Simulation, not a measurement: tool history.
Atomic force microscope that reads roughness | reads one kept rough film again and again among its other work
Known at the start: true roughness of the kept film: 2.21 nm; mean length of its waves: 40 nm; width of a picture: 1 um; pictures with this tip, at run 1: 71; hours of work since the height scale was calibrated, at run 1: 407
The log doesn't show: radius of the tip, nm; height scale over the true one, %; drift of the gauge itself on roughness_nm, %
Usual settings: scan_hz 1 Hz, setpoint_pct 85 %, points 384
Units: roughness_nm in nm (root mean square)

run	hour	scan_hz	setpoint_pct	points	pictures with this tip	hours of work since the height scale was calibrated	roughness_nm
1	0	1	85	384	71	407	1.978
2	15.4	0.56	85	384	95	419	2.052
3	31.6	1	85	384	122	432	1.995
4	56.2	1	85	384	162	452	1.985
5	79.2	1	85	384	199	470	1.977
6	93.1	1	85	384	222	481	1.981
7	119.6	1	85	384	265	502	1.974
8	134.7	1	85	384	289	514	1.984
9	157.1	1	85	384	325	532	1.98
10	183.3	1.97	85	384	368	553	1.873
# hour 195.9: new tip fitted
11	210.2	1.97	85	384	23	574	1.85
12	222.6	1.97	85	384	43	584	1.864
13	234.2	3.88	85	384	62	594	1.678
14	248.2	3.88	85	384	84	605	1.67
15	263.1	3.88	85	384	109	617	1.688
16	277.4	3.88	85	384	132	628	1.687
17	293.4	3.88	85	943	158	641	1.692
18	308.4	3.88	85	943	182	653	1.681
19	336.4	3.88	85	943	228	675	1.663
20	361.1	3.88	85	943	267	695	1.677
21	383.5	3.88	85	943	304	713	1.673
22	395.8	1	85	384	324	723	1.987
23	412.3	1	85	384	351	736	1.977
24	426.6	1	75	384	374	747	2.031
# hour 435: new tip fitted
25	439	1	85	384	6	757	1.975
26	451.5	1	85	272	26	767	1.978
27	464.4	3.38	85	272	47	777	1.724
28	481.9	3.38	85	272	76	791	1.715
29	500.2	2.8	73	780	105	806	1.921
30	523.6	2.8	73	780	143	825	1.937

Run 31 comes next. What will it give?
31	549.3	0.58	81	627	185	845	?

roughness_nm: 2.042 nm (root mean square)
Without the tool's hidden state the same run would have given roughness_nm 2.045 nm (root mean square).
